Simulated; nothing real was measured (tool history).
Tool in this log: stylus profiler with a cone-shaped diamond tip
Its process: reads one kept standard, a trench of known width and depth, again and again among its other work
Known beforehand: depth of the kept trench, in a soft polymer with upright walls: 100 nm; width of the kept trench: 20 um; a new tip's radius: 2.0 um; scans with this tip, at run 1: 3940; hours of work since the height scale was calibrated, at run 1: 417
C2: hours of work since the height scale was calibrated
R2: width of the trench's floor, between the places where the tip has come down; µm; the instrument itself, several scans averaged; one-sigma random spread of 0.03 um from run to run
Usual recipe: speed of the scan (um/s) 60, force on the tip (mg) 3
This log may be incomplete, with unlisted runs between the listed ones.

{"run": 1, "hour": 0.0, "speed of the scan (um/s)": 60, "force on the tip (mg)": 3, "scans with this tip": 3940, "C2": 417, "depth of the trench (nm)": 101.63, "R2": 18.2}
{"run": 2, "hour": 13.9, "speed of the scan (um/s)": 60, "force on the tip (mg)": 1.23, "scans with this tip": 4013, "C2": 425, "depth of the trench (nm)": 100.94, "R2": 18.09}
{"run": 3, "hour": 25.6, "speed of the scan (um/s)": 51, "force on the tip (mg)": 3, "scans with this tip": 4076, "C2": 431, "depth of the trench (nm)": 101.59, "R2": 18.35}
{"run": 4, "hour": 44.5, "speed of the scan (um/s)": 51, "force on the tip (mg)": 3, "scans with this tip": 4176, "C2": 442, "depth of the trench (nm)": 101.57, "R2": 18.35}
{"run": 5, "hour": 57.1, "speed of the scan (um/s)": 51, "force on the tip (mg)": 3, "scans with this tip": 4243, "C2": 449, "depth of the trench (nm)": 101.63, "R2": 18.29}
{"run": 6, "hour": 77.3, "speed of the scan (um/s)": 51, "force on the tip (mg)": 1.26, "scans with this tip": 4350, "C2": 460, "depth of the trench (nm)": 100.94, "R2": 18.17}
{"run": 7, "hour": 95.2, "speed of the scan (um/s)": 51, "force on the tip (mg)": 1.26, "scans with this tip": 4446, "C2": 471, "depth of the trench (nm)": 100.92, "R2": 18.11}
{"run": 8, "hour": 109.6, "speed of the scan (um/s)": 51, "force on the tip (mg)": 1.38, "scans with this tip": 4522, "C2": 479, "depth of the trench (nm)": 100.98, "R2": 18.23}
{"run": 9, "hour": 119.8, "speed of the scan (um/s)": 51, "force on the tip (mg)": 1.38, "scans with this tip": 4576, "C2": 484, "depth of the trench (nm)": 101.02, "R2": 18.16}
{"run": 10, "hour": 134.4, "speed of the scan (um/s)": 60, "force on the tip (mg)": 3, "scans with this tip": 4654, "C2": 493, "depth of the trench (nm)": 101.6, "R2": 18.26}
{"run": 11, "hour": 152.4, "speed of the scan (um/s)": 60, "force on the tip (mg)": 3.78, "scans with this tip": 4749, "C2": 503, "depth of the trench (nm)": 101.88, "R2": 18.33}
{"run": 12, "hour": 167.2, "speed of the scan (um/s)": 212, "force on the tip (mg)": 3, "scans with this tip": 4828, "C2": 511, "depth of the trench (nm)": 101.59, "R2": 17.42}
{"run": 13, "hour": 178.3, "speed of the scan (um/s)": 212, "force on the tip (mg)": 3, "scans with this tip": 4887, "C2": 517, "depth of the trench (nm)": 101.65, "R2": 17.46}
{"run": 14, "hour": 199.8, "speed of the scan (um/s)": 60, "force on the tip (mg)": 3, "scans with this tip": 5001, "C2": 529, "depth of the trench (nm)": 101.61, "R2": 18.21}
{"run": 15, "hour": 216.0, "speed of the scan (um/s)": 60, "force on the tip (mg)": 6.05, "scans with this tip": 5088, "C2": 538, "depth of the trench (nm)": 102.55, "R2": 18.32}
{"run": 16, "hour": 229.5, "speed of the scan (um/s)": 60, "force on the tip (mg)": 6.05, "scans with this tip": 5160, "C2": 546, "depth of the trench (nm)": 102.58, "R2": 18.36}
{"run": 17, "hour": 240.9, "speed of the scan (um/s)": 60, "force on the tip (mg)": 6.05, "scans with this tip": 5220, "C2": 553, "depth of the trench (nm)": 102.59, "R2": 18.32}
{"run": 18, "hour": 262.2, "speed of the scan (um/s)": 60, "force on the tip (mg)": 6.05, "scans with this tip": 5333, "C2": 564, "depth of the trench (nm)": 102.52, "R2": 18.33}
{"run": 19, "hour": 284.4, "speed of the scan (um/s)": 60, "force on the tip (mg)": 6.05, "scans with this tip": 5451, "C2": 577, "depth of the trench (nm)": 102.59, "R2": 18.27}
{"run": 20, "hour": 298.9, "speed of the scan (um/s)": 60, "force on the tip (mg)": 2.97, "scans with this tip": 5528, "C2": 585, "depth of the trench (nm)": 101.6, "R2": 18.25}
{"run": 21, "hour": 308.8, "speed of the scan (um/s)": 16, "force on the tip (mg)": 3, "scans with this tip": 5581, "C2": 591, "depth of the trench (nm)": 101.66, "R2": 18.43}
{"run": 22, "hour": 327.7, "speed of the scan (um/s)": 76, "force on the tip (mg)": 1.58, "scans with this tip": 5682, "C2": 601, "depth of the trench (nm)": 101.11, "R2": 17.98}
{"run": 23, "hour": 348.7, "speed of the scan (um/s)": 15, "force on the tip (mg)": 3.13, "scans with this tip": 5793, "C2": 613, "depth of the trench (nm)": 101.65, "R2": 18.47}
{"hour": 350.8, "done": "height scale calibrated on a step standard"}
{"run": 24, "hour": 368.3, "speed of the scan (um/s)": 24, "force on the tip (mg)": 1.34, "scans with this tip": 5895, "C2": 10, "depth of the trench (nm)": 100.99, "R2": 18.28}
{"run": 25, "hour": 378.7, "speed of the scan (um/s)": 60, "force on the tip (mg)": 3.88, "scans with this tip": 5950, "C2": 16, "depth of the trench (nm)": 101.98, "R2": 18.22}
{"run": 26, "hour": 401.0, "speed of the scan (um/s)": 19, "force on the tip (mg)": 1.64, "scans with this tip": 6069, "C2": 28, "depth of the trench (nm)": 101.13, "R2": 18.33}
{"run": 27, "hour": 410.6, "speed of the scan (um/s)": 165, "force on the tip (mg)": 8.47, "scans with this tip": 6119, "C2": 34, "depth of the trench (nm)": 103.21, "R2": 17.97}
{"run": 28, "hour": 432.3, "speed of the scan (um/s)": 60, "force on the tip (mg)": 3.04, "scans with this tip": 6235, "C2": 46, "depth of the trench (nm)": 101.64, "R2": 18.19}
{"run": 29, "hour": 451.9, "speed of the scan (um/s)": 60, "force on the tip (mg)": 3.04, "scans with this tip": 6339, "C2": 57, "depth of the trench (nm)": 101.67, "R2": 18.14}
{"hour": 462.8, "done": "height scale calibrated on a step standard, once more"}
{"run": 30, "hour": 466.1, "speed of the scan (um/s)": 157, "force on the tip (mg)": 6.95, "scans with this tip": 6412, "C2": 2, "depth of the trench (nm)": 102.74, "R2": 17.98}
{"run": 31, "hour": 488.0, "speed of the scan (um/s)": 24, "force on the tip (mg)": 1.3, "scans with this tip": 6528, "C2": 14, "depth of the trench (nm)": 100.91, "R2": 18.3}
{"run": 32, "hour": 498.0, "speed of the scan (um/s)": 21, "force on the tip (mg)": 3.59, "scans with this tip": 6581, "C2": 20, "depth of the trench (nm)": 101.73, "R2": 18.34}
{"run": 33, "hour": 515.5, "speed of the scan (um/s)": 21, "force on the tip (mg)": 3.59, "scans with this tip": 6674, "C2": 30, "depth of the trench (nm)": 101.73, "R2": 18.37}
{"run": 34, "hour": 538.8, "speed of the scan (um/s)": 21, "force on the tip (mg)": 3.59, "scans with this tip": 6798, "C2": 43, "depth of the trench (nm)": 101.81, "R2": 18.37}
{"run": 35, "hour": 552.1, "speed of the scan (um/s)": 60, "force on the tip (mg)": 2.04, "scans with this tip": 6869, "C2": 50, "depth of the trench (nm)": 101.17, "R2": 18.08}
{"run": 36, "hour": 566.0, "speed of the scan (um/s)": 19, "force on the tip (mg)": 1.25, "scans with this tip": 6943, "C2": 58, "depth of the trench (nm)": 100.91, "R2": 18.28}
{"run": 37, "hour": 586.5, "speed of the scan (um/s)": 215, "force on the tip (mg)": 1.58, "scans with this tip": 7052, "C2": 70, "depth of the trench (nm)": 100.98, "R2": 16.84}
{"run": 38, "hour": 609.0, "speed of the scan (um/s)": 60, "force on the tip (mg)": 2.97, "scans with this tip": 7171, "C2": 82, "depth of the trench (nm)": 101.63, "R2": 18.13}
{"run": 39, "hour": 631.9, "speed of the scan (um/s)": 94, "force on the tip (mg)": 3, "scans with this tip": 7293, "C2": 95, "depth of the trench (nm)": 101.54, "R2": 17.97}
{"run": 40, "hour": 643.7, "speed of the scan (um/s)": 17, "force on the tip (mg)": 3, "scans with this tip": 7356, "C2": 102, "depth of the trench (nm)": 101.53, "R2": 18.39}
{"run": 41, "hour": 660.2, "speed of the scan (um/s)": 210, "force on the tip (mg)": 1.92, "scans with this tip": 7444, "C2": 111, "depth of the trench (nm)": 101.18, "R2": 17.03}
{"run": 42, "hour": 673.2, "speed of the scan (um/s)": 210, "force on the tip (mg)": 1.92, "scans with this tip": 7513, "C2": 118, "depth of the trench (nm)": 101.17, "R2": 17.02}

Each row is a separate what-if for the run after 42, all from the same tool condition, not one after another. Results?
{"run": "A", "hour": 689.9, "speed of the scan (um/s)": 164, "force on the tip (mg)": 3, "scans with this tip": 7601, "C2": 128, "depth of the trench (nm)": "?", "R2": "?"}
{"run": "B", "hour": 689.9, "speed of the scan (um/s)": 166, "force on the tip (mg)": 1.75, "scans with this tip": 7601, "C2": 128, "depth of the trench (nm)": "?", "R2": "?"}
{"run": "C", "hour": 689.9, "speed of the scan (um/s)": 33, "force on the tip (mg)": 1.51, "scans with this tip": 7601, "C2": 128, "depth of the trench (nm)": "?", "R2": "?"}

run=A depth_of_the_trench_(nm)=101.55 R2=17.59
run=B depth_of_the_trench_(nm)=101.06 R2=17.32
run=C depth_of_the_trench_(nm)=100.96 R2=18.2
Stripped of hidden state, with their random variation kept, the same runs would have yielded:
run=A depth_of_the_trench_(nm)=101.55 R2=17.89
run=B depth_of_the_trench_(nm)=101.05 R2=17.62
run=C depth_of_the_trench_(nm)=100.95 R2=18.5
